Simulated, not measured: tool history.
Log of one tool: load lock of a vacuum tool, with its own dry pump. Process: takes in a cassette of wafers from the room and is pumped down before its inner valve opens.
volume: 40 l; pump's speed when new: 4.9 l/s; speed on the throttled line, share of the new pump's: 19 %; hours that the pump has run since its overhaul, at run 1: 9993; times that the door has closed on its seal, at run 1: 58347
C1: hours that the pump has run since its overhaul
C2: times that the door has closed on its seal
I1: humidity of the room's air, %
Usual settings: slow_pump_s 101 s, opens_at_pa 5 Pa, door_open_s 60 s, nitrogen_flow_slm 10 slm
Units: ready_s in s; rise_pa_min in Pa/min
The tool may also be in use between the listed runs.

{"run": 1, "hour": 0.0, "slow_pump_s": 101, "opens_at_pa": 5, "door_open_s": 60, "nitrogen_flow_slm": 10, "C1": 9993, "C2": 58347, "I1": 43.2, "ready_s": 177.5, "rise_pa_min": 0.573}
{"run": 2, "hour": 177.9, "slow_pump_s": 101, "opens_at_pa": 8, "door_open_s": 60, "nitrogen_flow_slm": 10, "C1": 10170, "C2": 59153, "I1": 45.7, "ready_s": 174, "rise_pa_min": 0.597}
{"run": 3, "hour": 499.2, "slow_pump_s": 74, "opens_at_pa": 8, "door_open_s": 60, "nitrogen_flow_slm": 10, "C1": 10492, "C2": 60609, "I1": 47.2, "ready_s": 148.6, "rise_pa_min": 0.604}
{"hour": 728.7, "done": "door's seal changed, seat wiped"}
{"run": 4, "hour": 743.3, "slow_pump_s": 74, "opens_at_pa": 8, "door_open_s": 60, "nitrogen_flow_slm": 19, "C1": 10734, "C2": 66, "I1": 44.6, "ready_s": 151.5, "rise_pa_min": 0.063}
{"run": 5, "hour": 924.1, "slow_pump_s": 163, "opens_at_pa": 5, "door_open_s": 60, "nitrogen_flow_slm": 10, "C1": 10915, "C2": 885, "I1": 46.7, "ready_s": 225.3, "rise_pa_min": 0.069}
{"run": 6, "hour": 1331.0, "slow_pump_s": 163, "opens_at_pa": 5, "door_open_s": 60, "nitrogen_flow_slm": 10, "C1": 11322, "C2": 2729, "I1": 45.7, "ready_s": 225.6, "rise_pa_min": 0.08}
{"run": 7, "hour": 1651.9, "slow_pump_s": 101, "opens_at_pa": 5, "door_open_s": 102, "nitrogen_flow_slm": 10, "C1": 11643, "C2": 4182, "I1": 48, "ready_s": 177.9, "rise_pa_min": 0.12}
{"run": 8, "hour": 2082.3, "slow_pump_s": 101, "opens_at_pa": 5, "door_open_s": 102, "nitrogen_flow_slm": 10, "C1": 12073, "C2": 6132, "I1": 48, "ready_s": 178.7, "rise_pa_min": 0.121}
{"hour": 2492.2, "done": "dry pump taken out, an overhauled one fitted"}
{"run": 9, "hour": 2492.2, "slow_pump_s": 115, "opens_at_pa": 5, "door_open_s": 60, "nitrogen_flow_slm": 10, "C1": 0, "C2": 7962, "I1": 42.4, "ready_s": 175.6, "rise_pa_min": 0.096}
{"run": 10, "hour": 2836.3, "slow_pump_s": 115, "opens_at_pa": 5, "door_open_s": 60, "nitrogen_flow_slm": 10, "C1": 344, "C2": 9522, "I1": 46.2, "ready_s": 175.3, "rise_pa_min": 0.109}
{"run": 11, "hour": 3056.7, "slow_pump_s": 115, "opens_at_pa": 5, "door_open_s": 60, "nitrogen_flow_slm": 10, "C1": 565, "C2": 10520, "I1": 44.1, "ready_s": 175.5, "rise_pa_min": 0.108}
{"run": 12, "hour": 3448.1, "slow_pump_s": 115, "opens_at_pa": 5, "door_open_s": 60, "nitrogen_flow_slm": 10, "C1": 956, "C2": 12293, "I1": 42.6, "ready_s": 175.6, "rise_pa_min": 0.112}
{"run": 13, "hour": 3859.3, "slow_pump_s": 101, "opens_at_pa": 5, "door_open_s": 60, "nitrogen_flow_slm": 10, "C1": 1367, "C2": 14156, "I1": 44, "ready_s": 165.9, "rise_pa_min": 0.126}
{"run": 14, "hour": 4073.9, "slow_pump_s": 101, "opens_at_pa": 5, "door_open_s": 60, "nitrogen_flow_slm": 10, "C1": 1582, "C2": 15128, "I1": 45.9, "ready_s": 165.9, "rise_pa_min": 0.132}
{"run": 15, "hour": 4438.9, "slow_pump_s": 101, "opens_at_pa": 5, "door_open_s": 60, "nitrogen_flow_slm": 10, "C1": 1947, "C2": 16782, "I1": 45.1, "ready_s": 164, "rise_pa_min": 0.147}
{"run": 16, "hour": 4657.7, "slow_pump_s": 101, "opens_at_pa": 5, "door_open_s": 60, "nitrogen_flow_slm": 10, "C1": 2166, "C2": 17774, "I1": 45.7, "ready_s": 167.1, "rise_pa_min": 0.149}
{"run": 17, "hour": 4909.3, "slow_pump_s": 101, "opens_at_pa": 6, "door_open_s": 60, "nitrogen_flow_slm": 10, "C1": 2417, "C2": 18914, "I1": 44.7, "ready_s": 165.4, "rise_pa_min": 0.157}
{"run": 18, "hour": 5225.1, "slow_pump_s": 101, "opens_at_pa": 6, "door_open_s": 60, "nitrogen_flow_slm": 10, "C1": 2733, "C2": 20344, "I1": 43, "ready_s": 163.6, "rise_pa_min": 0.167}
{"run": 19, "hour": 5589.7, "slow_pump_s": 101, "opens_at_pa": 6, "door_open_s": 60, "nitrogen_flow_slm": 10, "C1": 3097, "C2": 21996, "I1": 45.2, "ready_s": 163, "rise_pa_min": 0.181}
{"run": 20, "hour": 5939.1, "slow_pump_s": 101, "opens_at_pa": 6, "door_open_s": 60, "nitrogen_flow_slm": 10, "C1": 3447, "C2": 23579, "I1": 45.3, "ready_s": 166.8, "rise_pa_min": 0.192}
{"run": 21, "hour": 6148.6, "slow_pump_s": 101, "opens_at_pa": 9, "door_open_s": 60, "nitrogen_flow_slm": 13, "C1": 3656, "C2": 24528, "I1": 48.6, "ready_s": 160.7, "rise_pa_min": 0.197}
{"run": 22, "hour": 6426.9, "slow_pump_s": 101, "opens_at_pa": 4, "door_open_s": 74, "nitrogen_flow_slm": 10, "C1": 3935, "C2": 25789, "I1": 43, "ready_s": 170.7, "rise_pa_min": 0.217}
{"run": 23, "hour": 6758.0, "slow_pump_s": 51, "opens_at_pa": 8, "door_open_s": 60, "nitrogen_flow_slm": 10, "C1": 4266, "C2": 27289, "I1": 46.2, "ready_s": 123.1, "rise_pa_min": 0.224}
{"run": 24, "hour": 7117.3, "slow_pump_s": 58, "opens_at_pa": 5, "door_open_s": 71, "nitrogen_flow_slm": 11, "C1": 4625, "C2": 28917, "I1": 43, "ready_s": 133.5, "rise_pa_min": 0.243}
{"run": 25, "hour": 7433.2, "slow_pump_s": 101, "opens_at_pa": 5, "door_open_s": 60, "nitrogen_flow_slm": 10, "C1": 4941, "C2": 30349, "I1": 45.6, "ready_s": 170.1, "rise_pa_min": 0.255}
{"run": 26, "hour": 7607.5, "slow_pump_s": 101, "opens_at_pa": 9, "door_open_s": 84, "nitrogen_flow_slm": 14, "C1": 5115, "C2": 31138, "I1": 44.4, "ready_s": 164.1, "rise_pa_min": 0.267}
{"run": 27, "hour": 7965.5, "slow_pump_s": 101, "opens_at_pa": 8, "door_open_s": 60, "nitrogen_flow_slm": 14, "C1": 5473, "C2": 32760, "I1": 43.9, "ready_s": 164.8, "rise_pa_min": 0.263}
{"run": 28, "hour": 8168.4, "slow_pump_s": 101, "opens_at_pa": 8, "door_open_s": 60, "nitrogen_flow_slm": 14, "C1": 5676, "C2": 33679, "I1": 43.6, "ready_s": 163.1, "rise_pa_min": 0.275}
{"run": 29, "hour": 8364.8, "slow_pump_s": 101, "opens_at_pa": 7, "door_open_s": 131, "nitrogen_flow_slm": 14, "C1": 5873, "C2": 34569, "I1": 47.9, "ready_s": 166, "rise_pa_min": 0.333}
{"run": 30, "hour": 8788.4, "slow_pump_s": 101, "opens_at_pa": 7, "door_open_s": 131, "nitrogen_flow_slm": 14, "C1": 6296, "C2": 36489, "I1": 43.7, "ready_s": 166.2, "rise_pa_min": 0.336}
{"run": 31, "hour": 9200.9, "slow_pump_s": 66, "opens_at_pa": 7, "door_open_s": 58, "nitrogen_flow_slm": 12, "C1": 6709, "C2": 38357, "I1": 46, "ready_s": 139.6, "rise_pa_min": 0.327}
{"run": 32, "hour": 9501.6, "slow_pump_s": 102, "opens_at_pa": 6, "door_open_s": 227, "nitrogen_flow_slm": 11, "C1": 7009, "C2": 39720, "I1": 44.7, "ready_s": 168.8, "rise_pa_min": 0.445}
{"run": 33, "hour": 9847.5, "slow_pump_s": 100, "opens_at_pa": 10, "door_open_s": 128, "nitrogen_flow_slm": 22, "C1": 7355, "C2": 41287, "I1": 47.3, "ready_s": 163.1, "rise_pa_min": 0.388}
{"run": 34, "hour": 10234.0, "slow_pump_s": 110, "opens_at_pa": 4, "door_open_s": 60, "nitrogen_flow_slm": 10, "C1": 7742, "C2": 43038, "I1": 40.1, "ready_s": 180.7, "rise_pa_min": 0.385}
{"run": 35, "hour": 10497.6, "slow_pump_s": 110, "opens_at_pa": 4, "door_open_s": 60, "nitrogen_flow_slm": 10, "C1": 8005, "C2": 44232, "I1": 45, "ready_s": 181, "rise_pa_min": 0.412}
{"run": 36, "hour": 10907.9, "slow_pump_s": 145, "opens_at_pa": 5, "door_open_s": 107, "nitrogen_flow_slm": 10, "C1": 8416, "C2": 46091, "I1": 47.9, "ready_s": 209.4, "rise_pa_min": 0.473}

Hidden state at the last listed run before each entry between runs and at the first one after, where it differs:
Between runs 3 and 4: door's seal changed, seat wiped (hour 728.7)
  pump's speed, % of a new pump's: 83.9 -> 83.5; leak at the door's seal, Pa l/s: 0.3684 -> 0.002
  measured less the result without the state, ready_s: +12.3 -> +12.8 s; rise_pa_min: +0.538 -> +0 Pa/min
Between runs 8 and 9: dry pump taken out, an overhauled one fitted (hour 2492.2)
  pump's speed, % of a new pump's: 81.6 -> 100.5; leak at the door's seal, Pa l/s: 0.0172 -> 0.0222
  measured less the result without the state, ready_s: +14.4 -> -0.3 s; rise_pa_min: +0.022 -> +0.031 Pa/min
